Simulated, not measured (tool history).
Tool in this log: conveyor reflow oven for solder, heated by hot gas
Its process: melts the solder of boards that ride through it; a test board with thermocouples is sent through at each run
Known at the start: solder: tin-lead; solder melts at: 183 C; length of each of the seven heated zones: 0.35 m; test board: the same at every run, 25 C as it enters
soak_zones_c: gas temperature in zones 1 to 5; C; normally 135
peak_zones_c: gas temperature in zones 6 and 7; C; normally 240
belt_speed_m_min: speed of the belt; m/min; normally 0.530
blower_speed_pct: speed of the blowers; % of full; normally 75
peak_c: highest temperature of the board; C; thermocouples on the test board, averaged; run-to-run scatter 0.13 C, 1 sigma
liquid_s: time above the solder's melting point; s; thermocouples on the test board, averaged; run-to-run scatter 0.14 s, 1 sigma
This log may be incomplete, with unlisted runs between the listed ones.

run	hour	soak_zones_c	peak_zones_c	belt_speed_m_min	blower_speed_pct	peak_c	liquid_s
1	0.0	135	240	0.530	75	225.5	66.3
2	31.3	135	240	0.530	75	225.9	66.5
3	84.2	135	240	0.530	75	225.9	66.4
4	118.0	135	251	0.530	75	235.7	71.9
# hour 140.3: flux residue cleaned out of gas plates and filters
5	149.0	135	240	0.530	75	228.0	67.8
6	173.4	135	240	0.500	75	229.7	73.4
7	214.2	135	240	0.599	75	224.3	57.7
8	262.5	135	240	0.530	75	227.9	67.8
9	303.5	135	240	0.530	75	227.9	68.1
10	330.1	135	240	0.530	75	228.0	68.2
11	372.4	135	240	0.530	75	227.9	67.6
12	400.4	135	240	0.530	75	227.9	68.3
# hour 432.2: thermocouples of zones 6 and 7 changed
13	455.2	135	240	0.530	75	227.2	67.5
14	479.6	135	240	0.530	75	227.1	67.4
15	506.1	135	240	0.530	75	227.1	67.7
16	554.0	135	240	0.530	75	226.8	67.6
17	592.4	130	240	0.589	75	222.9	56.2
18	647.7	130	240	0.426	68	230.6	86.0
19	674.3	135	240	0.505	75	228.0	72.1
20	712.1	135	240	0.530	77	227.1	67.9
21	756.1	135	240	0.530	77	227.3	67.8
22	801.5	135	240	0.530	77	227.1	67.7
23	852.7	133	240	0.530	51	219.1	60.1
# hour 864.9: belt drive overhauled, speed set with a stopwatch
24	891.2	135	240	0.561	75	224.0	59.8
25	929.0	135	240	0.530	83	227.6	65.9
# hour 984.3: flux residue cleaned out of gas plates and filters
26	989.5	135	240	0.530	83	229.4	67.5
27	1013.9	139	234	0.463	74	225.5	76.9
28	1061.3	135	252	0.580	75	235.5	64.3
29	1098.5	128	252	0.535	75	237.1	68.6

Branching from run 29: 4 alternative next runs. What would each branch give?
A	1132.2	148	252	0.535	75	?	?
B	1132.2	135	240	0.444	75	?	?
C	1132.2	143	252	0.535	75	?	?
D	1132.2	128	252	0.603	75	?	?

run	peak_c	liquid_s
A	240.1	76.1
B	232.1	82.9
C	239.3	74.0
D	232.5	58.7
The same runs, with their run-to-run variation unchanged, on a tool lacking any hidden condition would have given:
run	peak_c	liquid_s
A	239.5	75.6
B	231.5	82.3
C	238.8	73.5
D	232.1	58.3
